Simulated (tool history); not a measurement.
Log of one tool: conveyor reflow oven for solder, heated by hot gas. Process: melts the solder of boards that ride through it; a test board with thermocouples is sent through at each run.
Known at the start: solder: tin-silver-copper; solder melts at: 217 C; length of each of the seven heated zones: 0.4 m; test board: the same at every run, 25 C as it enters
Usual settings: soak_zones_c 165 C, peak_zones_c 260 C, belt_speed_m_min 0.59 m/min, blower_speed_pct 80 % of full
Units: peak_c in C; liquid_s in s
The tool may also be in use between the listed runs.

run	hour	soak_zones_c	peak_zones_c	belt_speed_m_min	blower_speed_pct	peak_c	liquid_s
1	0	165	260	0.59	80	247	54.7
2	12.3	165	260	0.59	80	247.4	54.7
3	31.3	165	260	0.691	80	242.6	41.1
4	46.1	165	260	0.691	80	242	41.3
5	66.4	165	260	0.59	80	246.9	55
6	81.3	165	260	0.59	80	247.1	55
7	97.4	165	260	0.59	80	247.1	55.1
8	112.9	165	260	0.497	80	251.9	71
9	121.7	165	260	0.679	80	242.8	42.3
10	131.1	165	260	0.679	80	243	42.4
# hour 140.2: flux residue cleaned out of gas plates and filters
11	148	165	260	0.572	80	247.7	57
12	163.4	165	260	0.59	80	246.4	54.2
13	180.4	165	260	0.59	80	246.6	54.4
14	196.9	165	260	0.59	80	246.9	54.5
15	217.3	165	260	0.59	80	246.8	54.7
16	227.7	165	260	0.59	80	247	54.5
17	237.6	177	260	0.59	80	248.6	60.5
18	258	177	260	0.59	80	248.3	60.7
# hour 274.2: flux residue cleaned out of gas plates and filters, once more
19	283.3	165	251	0.59	80	239.3	48
20	304.8	150	251	0.598	80	237.1	39.9
21	323.2	173	260	0.59	61	244.3	53.4
22	332	179	256	0.577	73	245.4	59.7
23	342.6	179	256	0.577	73	245.4	59.8
24	354.6	174	274	0.59	59	255.4	62.9
25	370.9	158	274	0.59	70	256.5	59.3
26	379.8	165	268	0.59	53	246.3	50.7

Forecast each of these 5 alternatives for the next run:
A	392.3	165	254	0.665	83	?	?
B	392.3	169	260	0.59	80	?	?
C	392.3	165	268	0.532	55	?	?
D	392.3	166	260	0.59	74	?	?
E	392.3	165	274	0.586	62	?	?

run	peak_c	liquid_s
A	239.7	41.7
B	248.7	57.9
C	250.9	63.2
D	246.6	54.5
E	255.4	59.9
Without the tool's hidden state the same runs would have given:
run	peak_c	liquid_s
A	239.2	41.1
B	248.2	57.3
C	250.3	62.3
D	246.1	53.8
E	254.8	59.2
